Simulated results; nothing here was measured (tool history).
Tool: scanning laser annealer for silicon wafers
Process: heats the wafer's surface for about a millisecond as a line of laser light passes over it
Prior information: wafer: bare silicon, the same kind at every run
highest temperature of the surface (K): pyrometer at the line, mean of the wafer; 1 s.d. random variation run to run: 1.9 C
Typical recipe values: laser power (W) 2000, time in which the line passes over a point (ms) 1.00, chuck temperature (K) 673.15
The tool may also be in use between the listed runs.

run   hour  laser power (W)  time in which the line passes over a point (ms)  chuck temperature (K)  highest temperature of the surface (K)
  1    0.0             2000                                             1.00                 673.15                                 1407.15
  2   34.3             2000                                             1.00                 673.15                                 1406.15
  3   61.7             2000                                             1.00                 673.15                                 1406.15
  4  115.9             2000                                             1.00                 673.15                                 1399.15
  5  150.2             2000                                             0.84                 673.15                                 1347.15
  6  188.4             2000                                             0.84                 673.15                                 1347.15
  7  224.0             2000                                             0.84                 673.15                                 1341.15
  8  264.1             2000                                             0.72                 684.15                                 1307.15
  9  298.7             1984                                             1.18                 687.15                                 1454.15
 10  327.1             1991                                             1.18                 692.15                                 1462.15
     376.5  -- window over the wafer cleaned
 11  389.8             2000                                             1.02                 673.15                                 1433.15
 12  430.7             2000                                             1.02                 673.15                                 1433.15
 13  483.0             1985                                             1.02                 673.15                                 1425.15
 14  514.4             1985                                             1.02                 673.15                                 1423.15

What would each run have given without the hidden state, its run-to-run variation left as it was?
The hidden state here: light that passes the window, % of a clean one's; laser's true power over the reading, %; width of the line over the set one, %; drift of the gauge itself on peak_c, C.
run  highest temperature of the surface (K)
  1                                 1459.15
  2                                 1460.15
  3                                 1461.15
  4                                 1457.15
  5                                 1402.15
  6                                 1404.15
  7                                 1400.15
  8                                 1363.15
  9                                 1525.15
 10                                 1536.15
 11                                 1464.15
 12                                 1466.15
 13                                 1460.15
 14                                 1460.15
